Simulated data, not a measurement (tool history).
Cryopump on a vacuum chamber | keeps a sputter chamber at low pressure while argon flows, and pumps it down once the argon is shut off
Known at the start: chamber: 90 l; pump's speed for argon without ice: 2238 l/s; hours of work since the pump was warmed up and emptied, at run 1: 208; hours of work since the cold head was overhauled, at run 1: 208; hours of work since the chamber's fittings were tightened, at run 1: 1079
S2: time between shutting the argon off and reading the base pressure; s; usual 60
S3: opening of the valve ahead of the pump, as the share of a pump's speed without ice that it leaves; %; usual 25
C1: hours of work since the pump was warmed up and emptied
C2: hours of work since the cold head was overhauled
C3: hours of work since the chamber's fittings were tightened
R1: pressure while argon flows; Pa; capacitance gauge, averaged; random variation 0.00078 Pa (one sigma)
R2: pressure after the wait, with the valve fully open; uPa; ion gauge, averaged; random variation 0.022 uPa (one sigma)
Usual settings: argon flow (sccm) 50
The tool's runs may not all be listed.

{"run": 1, "day": 0.0, "argon flow (sccm)": 50, "S2": 60, "S3": 25, "C1": 208, "C2": 208, "C3": 1079, "R1": 0.1525, "R2": 1.04}
{"run": 2, "day": 1.125, "argon flow (sccm)": 50, "S2": 60, "S3": 25, "C1": 223, "C2": 223, "C3": 1094, "R1": 0.1545, "R2": 1.06}
{"run": 3, "day": 2.367, "argon flow (sccm)": 50, "S2": 60, "S3": 25, "C1": 240, "C2": 240, "C3": 1111, "R1": 0.1532, "R2": 1.05}
{"run": 4, "day": 3.721, "argon flow (sccm)": 50, "S2": 60, "S3": 25, "C1": 259, "C2": 259, "C3": 1130, "R1": 0.1517, "R2": 1.1}
{"run": 5, "day": 4.408, "argon flow (sccm)": 50, "S2": 60, "S3": 25, "C1": 268, "C2": 268, "C3": 1139, "R1": 0.1528, "R2": 1.1}
{"run": 6, "day": 5.738, "argon flow (sccm)": 50, "S2": 60, "S3": 25, "C1": 287, "C2": 287, "C3": 1157, "R1": 0.1532, "R2": 1.07}
{"run": 7, "day": 6.633, "argon flow (sccm)": 50, "S2": 60, "S3": 25, "C1": 299, "C2": 299, "C3": 1169, "R1": 0.1544, "R2": 1.11}
{"run": 8, "day": 7.967, "argon flow (sccm)": 50, "S2": 60, "S3": 25, "C1": 317, "C2": 317, "C3": 1188, "R1": 0.1544, "R2": 1.11}
{"run": 9, "day": 8.762, "argon flow (sccm)": 50, "S2": 60, "S3": 25, "C1": 328, "C2": 328, "C3": 1199, "R1": 0.1533, "R2": 1.17}
{"run": 10, "day": 9.825, "argon flow (sccm)": 50, "S2": 60, "S3": 25, "C1": 343, "C2": 343, "C3": 1213, "R1": 0.1541, "R2": 1.1}
{"run": 11, "day": 10.921, "argon flow (sccm)": 50, "S2": 60, "S3": 25, "C1": 358, "C2": 358, "C3": 1228, "R1": 0.154, "R2": 1.14}
{"run": 12, "day": 12.183, "argon flow (sccm)": 84, "S2": 197, "S3": 45, "C1": 375, "C2": 375, "C3": 1246, "R1": 0.1462, "R2": 0.8}
{"run": 13, "day": 13.188, "argon flow (sccm)": 42, "S2": 197, "S3": 23, "C1": 389, "C2": 389, "C3": 1259, "R1": 0.1398, "R2": 0.86}
{"run": 14, "day": 13.846, "argon flow (sccm)": 42, "S2": 29, "S3": 20, "C1": 398, "C2": 398, "C3": 1268, "R1": 0.1613, "R2": 1.69}
{"run": 15, "day": 14.625, "argon flow (sccm)": 42, "S2": 29, "S3": 20, "C1": 408, "C2": 408, "C3": 1279, "R1": 0.1624, "R2": 1.65}
{"run": 16, "day": 15.492, "argon flow (sccm)": 42, "S2": 29, "S3": 20, "C1": 420, "C2": 420, "C3": 1291, "R1": 0.1615, "R2": 1.67}
{"run": 17, "day": 16.175, "argon flow (sccm)": 50, "S2": 284, "S3": 33, "C1": 430, "C2": 430, "C3": 1300, "R1": 0.1183, "R2": 0.84}
{"run": 18, "day": 17.225, "argon flow (sccm)": 50, "S2": 284, "S3": 33, "C1": 444, "C2": 444, "C3": 1315, "R1": 0.1195, "R2": 0.83}
{"run": 19, "day": 17.912, "argon flow (sccm)": 50, "S2": 284, "S3": 18, "C1": 453, "C2": 453, "C3": 1324, "R1": 0.2127, "R2": 0.82}
{"run": 20, "day": 18.633, "argon flow (sccm)": 22, "S2": 88, "S3": 27, "C1": 463, "C2": 463, "C3": 1334, "R1": 0.0633, "R2": 1.04}
{"run": 21, "day": 19.604, "argon flow (sccm)": 37, "S2": 97, "S3": 25, "C1": 477, "C2": 477, "C3": 1347, "R1": 0.1143, "R2": 1.05}
{"run": 22, "day": 20.508, "argon flow (sccm)": 37, "S2": 97, "S3": 25, "C1": 489, "C2": 489, "C3": 1360, "R1": 0.1142, "R2": 1}

Forecast each of these 3 alternatives for the next run:
{"run": "A", "day": 21.533, "argon flow (sccm)": 50, "S2": 59, "S3": 23, "C1": 503, "C2": 503, "C3": 1374, "R1": "?", "R2": "?"}
{"run": "B", "day": 21.533, "argon flow (sccm)": 67, "S2": 24, "S3": 25, "C1": 503, "C2": 503, "C3": 1374, "R1": "?", "R2": "?"}
{"run": "C", "day": 21.533, "argon flow (sccm)": 72, "S2": 97, "S3": 15, "C1": 503, "C2": 503, "C3": 1374, "R1": "?", "R2": "?"}

run=A R1=0.1667 R2=1.31
run=B R1=0.2094 R2=1.89
run=C R1=0.3692 R2=1.04
Without the tool's hidden state the same runs would have given:
run=A R1=0.1626 R2=0.66
run=B R1=0.2039 R2=1.26
run=C R1=0.3633 R2=0.39
